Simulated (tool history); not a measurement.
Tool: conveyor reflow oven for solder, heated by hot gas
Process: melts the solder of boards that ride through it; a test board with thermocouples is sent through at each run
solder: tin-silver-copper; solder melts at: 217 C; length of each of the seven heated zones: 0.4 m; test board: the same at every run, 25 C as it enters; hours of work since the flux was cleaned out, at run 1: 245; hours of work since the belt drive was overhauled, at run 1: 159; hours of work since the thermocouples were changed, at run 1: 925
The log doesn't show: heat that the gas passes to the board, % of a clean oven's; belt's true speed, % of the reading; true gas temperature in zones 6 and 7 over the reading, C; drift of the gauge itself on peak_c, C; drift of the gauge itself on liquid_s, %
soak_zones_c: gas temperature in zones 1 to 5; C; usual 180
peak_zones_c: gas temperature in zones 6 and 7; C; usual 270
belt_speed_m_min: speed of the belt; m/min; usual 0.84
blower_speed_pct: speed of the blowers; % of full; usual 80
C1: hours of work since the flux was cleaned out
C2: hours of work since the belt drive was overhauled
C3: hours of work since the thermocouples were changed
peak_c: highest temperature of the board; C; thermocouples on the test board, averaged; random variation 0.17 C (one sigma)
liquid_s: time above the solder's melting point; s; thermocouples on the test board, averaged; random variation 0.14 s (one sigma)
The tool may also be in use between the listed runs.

{"run": 1, "hour": 0.0, "soak_zones_c": 180, "peak_zones_c": 270, "belt_speed_m_min": 0.84, "blower_speed_pct": 80, "C1": 245, "C2": 159, "C3": 925, "peak_c": 256.7, "liquid_s": 46.2}
{"run": 2, "hour": 10.7, "soak_zones_c": 180, "peak_zones_c": 270, "belt_speed_m_min": 0.68, "blower_speed_pct": 80, "C1": 250, "C2": 164, "C3": 930, "peak_c": 262.3, "liquid_s": 61.3}
{"run": 3, "hour": 19.2, "soak_zones_c": 180, "peak_zones_c": 270, "belt_speed_m_min": 0.68, "blower_speed_pct": 80, "C1": 255, "C2": 169, "C3": 935, "peak_c": 262.3, "liquid_s": 61.3}
{"run": 4, "hour": 26.9, "soak_zones_c": 180, "peak_zones_c": 270, "belt_speed_m_min": 0.68, "blower_speed_pct": 80, "C1": 259, "C2": 173, "C3": 939, "peak_c": 262.4, "liquid_s": 61.4}
{"run": 5, "hour": 34.7, "soak_zones_c": 180, "peak_zones_c": 270, "belt_speed_m_min": 0.84, "blower_speed_pct": 80, "C1": 263, "C2": 177, "C3": 943, "peak_c": 256.6, "liquid_s": 46.2}
{"run": 6, "hour": 40.4, "soak_zones_c": 180, "peak_zones_c": 270, "belt_speed_m_min": 0.901, "blower_speed_pct": 80, "C1": 266, "C2": 180, "C3": 946, "peak_c": 254.3, "liquid_s": 41.5}
{"run": 7, "hour": 48.8, "soak_zones_c": 188, "peak_zones_c": 270, "belt_speed_m_min": 0.901, "blower_speed_pct": 80, "C1": 270, "C2": 184, "C3": 950, "peak_c": 255.6, "liquid_s": 44.8}
{"run": 8, "hour": 54.5, "soak_zones_c": 188, "peak_zones_c": 270, "belt_speed_m_min": 0.901, "blower_speed_pct": 80, "C1": 273, "C2": 187, "C3": 953, "peak_c": 255.8, "liquid_s": 44.7}
{"run": 9, "hour": 61.0, "soak_zones_c": 188, "peak_zones_c": 270, "belt_speed_m_min": 0.901, "blower_speed_pct": 80, "C1": 276, "C2": 190, "C3": 956, "peak_c": 255.5, "liquid_s": 44.5}
{"hour": 71.2, "done": "flux residue cleaned out of gas plates and filters"}
{"run": 10, "hour": 76.9, "soak_zones_c": 188, "peak_zones_c": 270, "belt_speed_m_min": 0.901, "blower_speed_pct": 80, "C1": 3, "C2": 196, "C3": 962, "peak_c": 258.4, "liquid_s": 46.3}
{"run": 11, "hour": 82.6, "soak_zones_c": 188, "peak_zones_c": 270, "belt_speed_m_min": 0.901, "blower_speed_pct": 80, "C1": 6, "C2": 199, "C3": 965, "peak_c": 258.8, "liquid_s": 46.4}
{"run": 12, "hour": 89.0, "soak_zones_c": 180, "peak_zones_c": 274, "belt_speed_m_min": 0.84, "blower_speed_pct": 80, "C1": 9, "C2": 202, "C3": 968, "peak_c": 262.8, "liquid_s": 49.3}
{"run": 13, "hour": 99.8, "soak_zones_c": 180, "peak_zones_c": 270, "belt_speed_m_min": 0.84, "blower_speed_pct": 80, "C1": 15, "C2": 208, "C3": 974, "peak_c": 258.8, "liquid_s": 47.8}
{"run": 14, "hour": 106.3, "soak_zones_c": 180, "peak_zones_c": 270, "belt_speed_m_min": 0.84, "blower_speed_pct": 80, "C1": 18, "C2": 211, "C3": 977, "peak_c": 258.8, "liquid_s": 47.8}
{"run": 15, "hour": 111.6, "soak_zones_c": 180, "peak_zones_c": 270, "belt_speed_m_min": 0.84, "blower_speed_pct": 80, "C1": 21, "C2": 214, "C3": 980, "peak_c": 259.2, "liquid_s": 47.9}
{"run": 16, "hour": 121.5, "soak_zones_c": 180, "peak_zones_c": 270, "belt_speed_m_min": 0.84, "blower_speed_pct": 80, "C1": 26, "C2": 219, "C3": 985, "peak_c": 258.8, "liquid_s": 47.9}
{"run": 17, "hour": 131.4, "soak_zones_c": 185, "peak_zones_c": 264, "belt_speed_m_min": 0.84, "blower_speed_pct": 51, "C1": 31, "C2": 225, "C3": 990, "peak_c": 246.4, "liquid_s": 41}
{"run": 18, "hour": 138.5, "soak_zones_c": 185, "peak_zones_c": 264, "belt_speed_m_min": 0.84, "blower_speed_pct": 51, "C1": 35, "C2": 228, "C3": 994, "peak_c": 246.3, "liquid_s": 41}
{"run": 19, "hour": 144.7, "soak_zones_c": 180, "peak_zones_c": 279, "belt_speed_m_min": 0.84, "blower_speed_pct": 80, "C1": 38, "C2": 231, "C3": 997, "peak_c": 266.8, "liquid_s": 50.6}
{"run": 20, "hour": 150.2, "soak_zones_c": 180, "peak_zones_c": 260, "belt_speed_m_min": 0.923, "blower_speed_pct": 80, "C1": 41, "C2": 234, "C3": 1000, "peak_c": 247.8, "liquid_s": 37.7}
{"run": 21, "hour": 155.0, "soak_zones_c": 181, "peak_zones_c": 262, "belt_speed_m_min": 0.923, "blower_speed_pct": 77, "C1": 44, "C2": 237, "C3": 1003, "peak_c": 248.6, "liquid_s": 38.4}
{"hour": 161.4, "done": "thermocouples of zones 6 and 7 changed"}
{"run": 22, "hour": 162.5, "soak_zones_c": 173, "peak_zones_c": 272, "belt_speed_m_min": 0.963, "blower_speed_pct": 72, "C1": 47, "C2": 240, "C3": 1, "peak_c": 249.2, "liquid_s": 34.7}
{"run": 23, "hour": 169.0, "soak_zones_c": 178, "peak_zones_c": 270, "belt_speed_m_min": 0.773, "blower_speed_pct": 54, "C1": 50, "C2": 243, "C3": 4, "peak_c": 250.9, "liquid_s": 45.8}
{"run": 24, "hour": 173.6, "soak_zones_c": 180, "peak_zones_c": 280, "belt_speed_m_min": 0.678, "blower_speed_pct": 84, "C1": 52, "C2": 245, "C3": 6, "peak_c": 270.6, "liquid_s": 64.7}
{"run": 25, "hour": 179.1, "soak_zones_c": 180, "peak_zones_c": 270, "belt_speed_m_min": 0.94, "blower_speed_pct": 80, "C1": 55, "C2": 248, "C3": 9, "peak_c": 251.9, "liquid_s": 39.1}
{"run": 26, "hour": 184.6, "soak_zones_c": 180, "peak_zones_c": 263, "belt_speed_m_min": 0.971, "blower_speed_pct": 80, "C1": 58, "C2": 251, "C3": 12, "peak_c": 245.3, "liquid_s": 34.3}
{"run": 27, "hour": 194.6, "soak_zones_c": 186, "peak_zones_c": 272, "belt_speed_m_min": 0.84, "blower_speed_pct": 80, "C1": 63, "C2": 256, "C3": 17, "peak_c": 257.8, "liquid_s": 49.1}
{"run": 28, "hour": 199.5, "soak_zones_c": 188, "peak_zones_c": 272, "belt_speed_m_min": 0.774, "blower_speed_pct": 80, "C1": 66, "C2": 259, "C3": 20, "peak_c": 260.4, "liquid_s": 55.3}
{"run": 29, "hour": 206.5, "soak_zones_c": 188, "peak_zones_c": 272, "belt_speed_m_min": 0.839, "blower_speed_pct": 54, "C1": 69, "C2": 263, "C3": 24, "peak_c": 251.6, "liquid_s": 45.4}
{"run": 30, "hour": 211.9, "soak_zones_c": 170, "peak_zones_c": 268, "belt_speed_m_min": 0.814, "blower_speed_pct": 79, "C1": 72, "C2": 265, "C3": 26, "peak_c": 253, "liquid_s": 43.7}

The same runs without the tool's hidden state, with the same run-to-run variation:
run=1 peak_c=256.5 liquid_s=46.5
run=2 peak_c=261.4 liquid_s=61.2
run=3 peak_c=261.5 liquid_s=61.2
run=4 peak_c=261.5 liquid_s=61.3
run=5 peak_c=256.5 liquid_s=46.6
run=6 peak_c=254.5 liquid_s=42.1
run=7 peak_c=255.7 liquid_s=45.2
run=8 peak_c=255.9 liquid_s=45.1
run=9 peak_c=255.6 liquid_s=44.9
run=10 peak_c=255.8 liquid_s=45.2
run=11 peak_c=256.2 liquid_s=45.3
run=12 peak_c=260.1 liquid_s=48.1
run=13 peak_c=256.1 liquid_s=46.6
run=14 peak_c=256.2 liquid_s=46.6
run=15 peak_c=256.6 liquid_s=46.7
run=16 peak_c=256.3 liquid_s=46.7
run=17 peak_c=244.1 liquid_s=39.4
run=18 peak_c=244 liquid_s=39.4
run=19 peak_c=264.4 liquid_s=49.6
run=20 peak_c=245.4 liquid_s=36.4
run=21 peak_c=246.3 liquid_s=37.2
run=22 peak_c=250.2 liquid_s=35.2
run=23 peak_c=251.8 liquid_s=46.3
run=24 peak_c=271.6 liquid_s=64.8
run=25 peak_c=253 liquid_s=39.6
run=26 peak_c=246.3 liquid_s=34.9
run=27 peak_c=258.8 liquid_s=49.5
run=28 peak_c=261.4 liquid_s=55.6
run=29 peak_c=252.6 liquid_s=45.9
run=30 peak_c=254.2 liquid_s=44.3

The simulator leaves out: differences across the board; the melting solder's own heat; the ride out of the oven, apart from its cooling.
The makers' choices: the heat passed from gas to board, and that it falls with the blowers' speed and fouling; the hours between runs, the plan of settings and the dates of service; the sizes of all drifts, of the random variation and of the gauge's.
